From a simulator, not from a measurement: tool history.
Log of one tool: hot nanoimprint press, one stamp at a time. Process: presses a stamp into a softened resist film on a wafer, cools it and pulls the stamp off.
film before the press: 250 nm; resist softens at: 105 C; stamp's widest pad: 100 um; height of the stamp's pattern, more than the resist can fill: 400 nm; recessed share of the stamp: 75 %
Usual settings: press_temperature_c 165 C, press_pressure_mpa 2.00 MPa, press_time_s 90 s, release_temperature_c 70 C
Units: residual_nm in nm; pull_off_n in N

| run | hour | press_temperature_c | press_pressure_mpa | press_time_s | release_temperature_c | residual_nm | pull_off_n |
|---|---|---|---|---|---|---|---|
| 1 | 0.0 | 165 | 2.00 | 90 | 70 | 123.6 | 171 |
| 2 | 42.6 | 165 | 2.00 | 90 | 70 | 124.6 | 177 |
| 3 | 104.4 | 165 | 1.62 | 90 | 70 | 137.2 | 173 |
| 4 | 150.0 | 165 | 2.00 | 90 | 70 | 123.0 | 182 |
| 5 | 204.1 | 165 | 2.00 | 90 | 70 | 123.4 | 186 |
| 6 | 237.4 | 165 | 2.00 | 90 | 61 | 122.9 | 197 |
| 7 | 305.8 | 165 | 2.88 | 90 | 70 | 101.3 | 194 |
| 8 | 355.3 | 165 | 2.88 | 90 | 70 | 100.3 | 181 |
| 9 | 430.3 | 165 | 2.00 | 90 | 70 | 120.6 | 188 |
| 10 | 513.6 | 165 | 2.00 | 90 | 70 | 128.0 | 198 |
| 11 | 578.5 | 165 | 2.00 | 121 | 70 | 112.3 | 202 |
| 12 | 644.0 | 165 | 2.00 | 90 | 70 | 124.3 | 198 |
| 13 | 716.1 | 165 | 2.00 | 90 | 70 | 123.5 | 206 |
| 14 | 791.6 | 165 | 2.00 | 90 | 70 | 121.5 | 178 |
| 15 | 842.5 | 165 | 2.00 | 90 | 70 | 122.2 | 176 |
| 16 | 922.2 | 177 | 2.00 | 90 | 70 | 69.5 | 177 |
| 17 | 962.4 | 165 | 2.00 | 72 | 70 | 130.3 | 179 |
| 18 | 1036.1 | 165 | 2.78 | 90 | 70 | 100.4 | 180 |
| 19 | 1093.0 | 165 | 2.78 | 90 | 70 | 99.6 | 184 |
| 20 | 1173.3 | 161 | 1.33 | 75 | 59 | 173.3 | 221 |
| 21 | 1246.9 | 161 | 1.33 | 75 | 69 | 185.4 | 206 |
| 22 | 1294.2 | 161 | 1.33 | 75 | 69 | 183.2 | 204 |
| 23 | 1371.1 | 161 | 1.33 | 75 | 69 | 185.4 | 206 |
| 24 | 1433.8 | 161 | 1.33 | 75 | 69 | 184.1 | 207 |
| 25 | 1503.9 | 161 | 1.33 | 53 | 69 | 195.0 | 211 |
| 26 | 1537.8 | 161 | 1.33 | 53 | 69 | 196.2 | 207 |
| 27 | 1604.3 | 171 | 2.08 | 69 | 56 | 101.6 | 197 |
| 28 | 1681.2 | 171 | 2.08 | 69 | 56 | 100.5 | 197 |
| 29 | 1732.4 | 165 | 1.37 | 90 | 63 | 144.9 | 191 |
| 30 | 1771.0 | 165 | 1.37 | 90 | 72 | 146.2 | 175 |
| 31 | 1818.2 | 165 | 1.37 | 79 | 67 | 149.7 | 185 |

Not shown: 5 entries that the log had between the listed runs. Between which runs, and how does the tool's hidden state differ before and after?
Between runs 9 and 10: plate thermocouple calibrated (hour 464.9)
  true temperature over the reading, C: 1.56 -> 0.07; pressure that arrives at the usual setting, %: 94.29 -> 93.87; grip of the stamp's worn release coat, % over a new coat's: 12.2 -> 14.6
  measured less the result without the state, residual_nm: -4.9 -> +3.6 nm; pull_off_n: +17 -> +25 N
Between runs 10 and 11: press's hydraulic seals changed and the load cell set to zero (hour 559.9)
  true temperature over the reading, C: 0.07 -> 0.2; pressure that arrives at the usual setting, %: 93.87 -> 100.06; grip of the stamp's worn release coat, % over a new coat's: 14.6 -> 16.2
  measured less the result without the state, residual_nm: +3.6 -> -1.1 nm; pull_off_n: +25 -> +28 N
Between runs 13 and 14: stamp cleaned and given a new release coat (hour 791.4)
  true temperature over the reading, C: 0.57 -> 0.75; pressure that arrives at the usual setting, %: 99.32 -> 98.97; grip of the stamp's worn release coat, % over a new coat's: 20.3 -> 0
  measured less the result without the state, residual_nm: -2.8 -> -3.6 nm; pull_off_n: +33 -> -1 N
Between runs 20 and 21: plate thermocouple calibrated (hour 1208.9)
  true temperature over the reading, C: 1.7 -> 0.04; pressure that arrives at the usual setting, %: 97 -> 96.61; grip of the stamp's worn release coat, % over a new coat's: 10.8 -> 12.9
  measured less the result without the state, residual_nm: -8.7 -> +1.2 nm; pull_off_n: +18 -> +23 N
Between runs 26 and 27: stamp cleaned and given a new release coat (hour 1579.8)
  true temperature over the reading, C: 0.73 -> 0.89; pressure that arrives at the usual setting, %: 95.11 -> 94.77; grip of the stamp's worn release coat, % over a new coat's: 21.4 -> 0.7
  measured less the result without the state, residual_nm: -2.0 -> -0.9 nm; pull_off_n: +35 -> +0 N
